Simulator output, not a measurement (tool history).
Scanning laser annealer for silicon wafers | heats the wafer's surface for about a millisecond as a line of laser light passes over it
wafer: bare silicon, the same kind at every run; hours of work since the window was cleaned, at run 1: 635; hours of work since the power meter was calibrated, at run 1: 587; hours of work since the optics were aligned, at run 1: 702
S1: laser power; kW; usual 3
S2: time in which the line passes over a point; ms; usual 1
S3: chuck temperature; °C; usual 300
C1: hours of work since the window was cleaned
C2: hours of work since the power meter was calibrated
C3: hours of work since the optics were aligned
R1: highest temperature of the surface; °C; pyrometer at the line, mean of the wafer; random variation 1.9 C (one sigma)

run,hour,S1,S2,S3,C1,C2,C3,R1
1,0,3,1,300,635,587,702,1069
2,33.6,3,1,300,652,604,719,1074
3,58.3,3,1,300,664,617,732,1072
4,82.5,3,1,325,677,629,744,1096
5,97.7,3,1,300,684,637,752,1069
6,116.6,3.023,1,300,694,646,762,1077
7,138.3,3.023,1,300,705,658,773,1080
8,171.9,3.023,1,300,722,675,790,1073
9,205.6,3.023,1,300,739,692,807,1078
10,229.4,3.023,1,300,752,704,819,1073
11,255.6,3.023,1,300,765,717,832,1073
12,283.9,3.023,1,300,779,732,847,1073
# hour 307.2: window over the wafer cleaned
13,318,2.965,1,300,6,748,863,1085
14,345,3,1,300,19,762,877,1093
15,374.7,3,1,300,34,777,892,1095
16,403.2,3,1,300,49,792,907,1094
17,422.6,3,1,300,59,802,917,1092
18,436.9,2.951,1,300,66,809,924,1078
19,460.6,2.951,1,300,78,821,936,1073
20,481.5,2.729,1,300,89,832,947,1008
21,497.9,3,1,314,97,840,955,1106
22,527.1,3,1,314,112,855,970,1101
23,541.7,3,1,312,120,862,978,1101
24,560.5,3,1,312,129,872,987,1099

The next listed run, before its measurement:
25,576,3,0.72,312,137,880,995,?

{"run 25": {"R1": 996}}
Without the tool's hidden state the same run would have given R1 1020 °C.
